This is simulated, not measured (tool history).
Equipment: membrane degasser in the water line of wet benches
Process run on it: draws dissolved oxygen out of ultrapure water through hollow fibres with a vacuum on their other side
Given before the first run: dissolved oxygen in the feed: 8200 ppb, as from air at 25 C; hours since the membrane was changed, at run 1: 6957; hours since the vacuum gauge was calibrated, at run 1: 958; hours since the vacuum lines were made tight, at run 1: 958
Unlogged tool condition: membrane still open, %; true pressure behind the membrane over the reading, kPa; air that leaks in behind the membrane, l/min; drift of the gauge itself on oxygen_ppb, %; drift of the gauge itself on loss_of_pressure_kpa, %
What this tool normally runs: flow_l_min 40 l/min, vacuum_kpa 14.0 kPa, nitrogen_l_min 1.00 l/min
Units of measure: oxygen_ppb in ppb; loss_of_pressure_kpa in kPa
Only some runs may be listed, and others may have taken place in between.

run,hour,flow_l_min,vacuum_kpa,nitrogen_l_min,hours since the membrane was changed,hours since the vacuum gauge was calibrated,hours since the vacuum lines were made tight,oxygen_ppb,loss_of_pressure_kpa
1,0.0,40,14.0,1.00,6957,958,958,926.9,31.60
2,193.3,40,14.0,1.00,7150,1151,1151,923.1,31.39
3,374.4,40,14.0,1.00,7331,1332,1332,921.6,31.16
4,520.2,40,14.0,1.00,7477,1478,1478,927.1,31.23
5,626.3,40,14.0,1.00,7583,1584,1584,928.5,31.49
6,758.8,40,14.0,0.79,7716,1716,1716,1069.0,31.78
7,978.6,40,11.6,1.00,7936,1936,1936,766.3,31.40
8,1088.7,40,11.6,1.00,8046,2046,2046,769.0,31.66
9,1328.3,25,9.4,1.20,8285,2286,2286,312.9,19.61
10,1492.4,25,9.4,1.20,8449,2450,2450,315.3,19.60
11,1627.4,40,14.0,0.68,8584,2585,2585,1180.9,31.52

How would selected steps in oxygen_ppb from run to run divide? Give the signed amount a tool lacking its hidden state would still show from settings, what came in and random variation, and the signed amount left for the hidden state, including any gauge scatter that is not in both of the compared results.
Run 10 -> 11: flow_l_min 25 -> 40, vacuum_kpa 9.4 -> 14.0, nitrogen_l_min 1.20 -> 0.68. oxygen_ppb +865.6 ppb: hidden state +23.0, all else +842.6.
